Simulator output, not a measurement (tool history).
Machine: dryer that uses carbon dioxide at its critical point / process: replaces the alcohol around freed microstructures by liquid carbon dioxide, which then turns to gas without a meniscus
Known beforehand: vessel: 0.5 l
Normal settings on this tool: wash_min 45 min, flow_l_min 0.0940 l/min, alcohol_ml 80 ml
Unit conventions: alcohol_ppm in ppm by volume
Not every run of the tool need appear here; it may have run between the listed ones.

Run 1, day 0.000: usual settings. Result: alcohol_ppm 152 ppm by volume.
Run 2, day 0.579: usual settings. Result: alcohol_ppm 150 ppm by volume.
Run 3, day 1.329: usual settings. Result: alcohol_ppm 152 ppm by volume.
Run 4, day 2.212: usual settings. Result: alcohol_ppm 153 ppm by volume.
Run 5, day 2.683: usual settings. Result: alcohol_ppm 162 ppm by volume.
Run 6, day 3.158: usual settings. Result: alcohol_ppm 160 ppm by volume.
Run 7, day 3.979: usual settings. Result: alcohol_ppm 164 ppm by volume.
Run 8, day 4.788: usual settings. Result: alcohol_ppm 186 ppm by volume.
Run 9, day 5.250: usual settings but alcohol_ml 47 ml. Result: alcohol_ppm 123 ppm by volume.
Run 10, day 5.962: usual settings but wash_min 36 min. Result: alcohol_ppm 513 ppm by volume.
Run 11, day 6.846: usual settings but wash_min 36 min. Result: alcohol_ppm 527 ppm by volume.
Run 12, day 7.375: usual settings but wash_min 31 min, flow_l_min 0.1284 l/min, alcohol_ml 29 ml. Result: alcohol_ppm 140 ppm by volume.
Run 13, day 7.938: usual settings but wash_min 42 min, flow_l_min 0.0798 l/min. Result: alcohol_ppm 570 ppm by volume.

Expected results for the next run?
Run 14, day 8.321: usual settings but wash_min 42 min, flow_l_min 0.0798 l/min. Result: alcohol_ppm ?.

Run 14 gave alcohol_ppm 568 ppm by volume.
Minus the tool's unlogged condition, the same run would have read alcohol_ppm 301 ppm by volume.
